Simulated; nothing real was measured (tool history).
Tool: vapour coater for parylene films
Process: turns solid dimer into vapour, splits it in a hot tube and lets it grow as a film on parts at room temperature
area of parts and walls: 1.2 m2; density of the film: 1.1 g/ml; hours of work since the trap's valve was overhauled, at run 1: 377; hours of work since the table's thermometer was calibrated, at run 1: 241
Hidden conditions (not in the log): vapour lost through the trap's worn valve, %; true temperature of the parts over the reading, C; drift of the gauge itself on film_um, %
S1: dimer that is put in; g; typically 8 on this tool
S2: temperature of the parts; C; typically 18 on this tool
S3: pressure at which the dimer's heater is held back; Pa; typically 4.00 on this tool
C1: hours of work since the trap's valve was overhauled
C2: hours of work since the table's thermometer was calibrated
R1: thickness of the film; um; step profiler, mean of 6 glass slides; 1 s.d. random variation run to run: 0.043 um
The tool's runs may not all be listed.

| run | hour | S1 | S2 | S3 | C1 | C2 | R1 |
|---|---|---|---|---|---|---|---|
| 1 | 0.0 | 8 | 18 | 4.00 | 377 | 241 | 4.43 |
| 2 | 41.6 | 8 | 18 | 4.00 | 404 | 269 | 4.36 |
| 3 | 90.6 | 8 | 18 | 4.00 | 437 | 301 | 4.39 |
| 4 | 113.6 | 8 | 18 | 4.00 | 452 | 317 | 4.44 |
| 5 | 142.7 | 8 | 27 | 4.00 | 471 | 336 | 2.92 |
| 6 | 186.7 | 5 | 18 | 4.00 | 500 | 365 | 2.73 |
| 7 | 208.0 | 8 | 18 | 4.00 | 514 | 379 | 4.35 |
| 8 | 243.4 | 6 | 18 | 4.00 | 538 | 402 | 3.18 |
| 9 | 263.6 | 6 | 18 | 4.00 | 551 | 416 | 3.20 |
| 10 | 295.0 | 6 | 18 | 4.00 | 572 | 436 | 3.18 |
| 11 | 318.0 | 11 | 18 | 4.00 | 587 | 452 | 5.91 |
| 12 | 355.7 | 11 | 18 | 4.00 | 612 | 477 | 5.83 |
| 13 | 375.6 | 11 | 18 | 4.00 | 625 | 490 | 5.85 |
| 14 | 400.2 | 11 | 18 | 4.00 | 641 | 506 | 5.76 |
| 15 | 432.2 | 11 | 18 | 4.00 | 663 | 527 | 5.70 |
|  | 452.0 | trap's valve overhauled |
| 16 | 480.1 | 11 | 18 | 4.00 | 19 | 556 | 6.35 |
| 17 | 526.4 | 11 | 15 | 2.30 | 49 | 587 | 7.64 |
| 18 | 551.2 | 8 | 18 | 4.00 | 66 | 603 | 4.64 |
| 19 | 573.2 | 8 | 18 | 3.32 | 80 | 618 | 4.68 |
| 20 | 615.2 | 12 | 13 | 4.00 | 108 | 646 | 8.46 |
| 21 | 658.3 | 12 | 16 | 4.00 | 136 | 674 | 7.48 |
| 22 | 697.9 | 11 | 29 | 3.61 | 163 | 700 | 3.95 |
| 23 | 735.5 | 11 | 29 | 5.38 | 187 | 725 | 3.75 |
| 24 | 765.7 | 6 | 18 | 5.41 | 207 | 745 | 3.30 |
| 25 | 805.9 | 8 | 19 | 3.54 | 234 | 772 | 4.34 |
| 26 | 835.7 | 3 | 13 | 4.00 | 254 | 791 | 2.06 |
|  | 874.9 | table's thermometer calibrated |
| 27 | 881.4 | 4 | 30 | 6.84 | 283 | 4 | 1.31 |

Predict each of these 5 candidate next runs independently; none follows another, all start after run 27:
| A | 901.8 | 5 | 30 | 11.00 | 297 | 18 | ? |
| B | 901.8 | 8 | 30 | 6.84 | 297 | 18 | ? |
| C | 901.8 | 8 | 23 | 4.00 | 297 | 18 | ? |
| D | 901.8 | 8 | 14 | 4.41 | 297 | 18 | ? |
| E | 901.8 | 4 | 29 | 3.03 | 297 | 18 | ? |

| run | R1 |
|---|---|
| A | 1.56 |
| B | 2.58 |
| C | 3.72 |
| D | 5.42 |
| E | 1.43 |
Had the tool no hidden state, the same runs would have come out as:
| run | R1 |
|---|---|
| A | 1.63 |
| B | 2.70 |
| C | 3.89 |
| D | 5.67 |
| E | 1.50 |
